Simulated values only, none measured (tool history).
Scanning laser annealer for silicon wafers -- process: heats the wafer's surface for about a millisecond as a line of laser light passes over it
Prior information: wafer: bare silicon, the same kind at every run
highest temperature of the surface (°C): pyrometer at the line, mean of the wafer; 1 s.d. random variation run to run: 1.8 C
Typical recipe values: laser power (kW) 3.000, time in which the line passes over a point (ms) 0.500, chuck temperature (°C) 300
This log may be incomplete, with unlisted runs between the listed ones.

| run | hour | laser power (kW) | time in which the line passes over a point (ms) | chuck temperature (°C) | highest temperature of the surface (°C) |
|---|---|---|---|---|---|
| 1 | 0.0 | 3.000 | 0.500 | 300 | 1065 |
| 2 | 59.4 | 3.000 | 0.388 | 300 | 957 |
| 3 | 149.6 | 3.000 | 0.388 | 300 | 949 |
| 4 | 205.4 | 3.000 | 0.388 | 300 | 945 |
| 5 | 270.7 | 3.000 | 0.388 | 300 | 942 |
| 6 | 319.9 | 3.000 | 0.500 | 297 | 1037 |
| 7 | 404.0 | 3.000 | 0.500 | 297 | 1027 |
| 8 | 468.4 | 3.000 | 0.500 | 297 | 1020 |
| 9 | 551.3 | 3.000 | 0.500 | 300 | 1016 |
|  | 561.9 | window over the wafer cleaned |
| 10 | 598.5 | 2.756 | 0.500 | 300 | 990 |
| 11 | 669.9 | 3.000 | 0.500 | 338 | 1092 |
| 12 | 717.8 | 3.000 | 0.500 | 331 | 1082 |
| 13 | 773.3 | 3.000 | 0.500 | 300 | 1048 |
| 14 | 842.8 | 3.000 | 0.500 | 300 | 1038 |
| 15 | 936.9 | 3.000 | 0.500 | 317 | 1050 |
| 16 | 1017.8 | 3.232 | 0.400 | 296 | 989 |
| 17 | 1091.2 | 2.805 | 0.559 | 300 | 1009 |
|  | 1124.8 | window over the wafer cleaned |
| 18 | 1150.7 | 2.805 | 0.559 | 300 | 1051 |
| 19 | 1235.7 | 3.187 | 0.499 | 263 | 1074 |
|  | 1256.1 | optics aligned, line set to its width |
| 20 | 1312.1 | 3.187 | 0.499 | 263 | 1073 |
| 21 | 1377.1 | 3.187 | 0.376 | 263 | 945 |
| 22 | 1443.5 | 3.187 | 0.376 | 263 | 940 |
| 23 | 1527.3 | 2.817 | 0.497 | 334 | 1017 |
| 24 | 1587.0 | 2.817 | 0.497 | 334 | 1008 |
| 25 | 1635.4 | 2.832 | 0.404 | 334 | 934 |

What if the next run were any one of these 4? Each begins from the tool's condition after run 25:
|  | 1691.9 | window over the wafer cleaned |
| A | 1725.0 | 3.246 | 0.404 | 337 | ? |
|  | 1691.9 | window over the wafer cleaned |
| B | 1725.0 | 3.238 | 0.385 | 272 | ? |
|  | 1691.9 | window over the wafer cleaned |
| C | 1725.0 | 3.198 | 0.491 | 314 | ? |
|  | 1691.9 | window over the wafer cleaned |
| D | 1725.0 | 3.253 | 0.576 | 300 | ? |

| run | highest temperature of the surface (°C) |
|---|---|
| A | 1081 |
| B | 991 |
| C | 1133 |
| D | 1217 |
Had the tool no hidden state, the same runs would have come out as:
| run | highest temperature of the surface (°C) |
|---|---|
| A | 1082 |
| B | 992 |
| C | 1135 |
| D | 1218 |
